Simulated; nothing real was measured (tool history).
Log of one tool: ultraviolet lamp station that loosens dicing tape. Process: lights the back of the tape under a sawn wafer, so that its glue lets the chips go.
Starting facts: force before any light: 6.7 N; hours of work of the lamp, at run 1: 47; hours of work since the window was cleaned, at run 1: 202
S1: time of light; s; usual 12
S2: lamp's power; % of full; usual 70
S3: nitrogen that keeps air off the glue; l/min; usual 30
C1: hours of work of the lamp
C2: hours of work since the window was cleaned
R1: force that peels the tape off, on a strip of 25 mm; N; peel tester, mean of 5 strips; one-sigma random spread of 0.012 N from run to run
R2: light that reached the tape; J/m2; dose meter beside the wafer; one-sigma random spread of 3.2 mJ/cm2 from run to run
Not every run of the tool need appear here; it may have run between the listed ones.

run,hour,S1,S2,S3,C1,C2,R1,R2
1,0.0,12,70,30,47,202,0.746,4420
2,12.1,12,70,30,55,211,0.758,4380
3,21.0,12,79,30,61,217,0.589,4900
4,34.1,12,79,30,70,226,0.599,4800
5,48.9,12,79,30,80,236,0.600,4880
6,64.1,12,96,30,91,246,0.369,5830
7,79.6,12,96,30,102,257,0.397,5800
8,95.5,9,70,35,112,268,1.238,3150
9,109.7,11,70,38,122,278,0.824,3760
10,123.5,12,78,30,132,287,0.684,4560
11,132.0,9,72,33,138,293,1.266,3160
12,146.4,21,74,40,147,303,0.174,7500
# hour 152.5: window cleaned of glue's vapour
13,161.6,21,71,40,158,6,0.130,8650
14,177.1,11,67,30,168,17,0.795,4220

5 ways to go on from here, each from the tool as it stands after run 14. What would each give?
A,186.5,12,86,30,175,23,?,?
B,186.5,12,70,21,175,23,?,?
C,186.5,8,82,27,175,23,?,?
D,186.5,11,77,42,175,23,?,?
E,186.5,9,70,29,175,23,?,?

run,R1,R2
A,0.395,5870
B,0.806,4810
C,1.071,3740
D,0.458,4820
E,1.122,3570
Stripped of hidden state, with their random variation kept, the same runs would have yielded:
run,R1,R2
A,0.337,6270
B,0.705,5150
C,0.951,4000
D,0.392,5150
E,0.996,3820
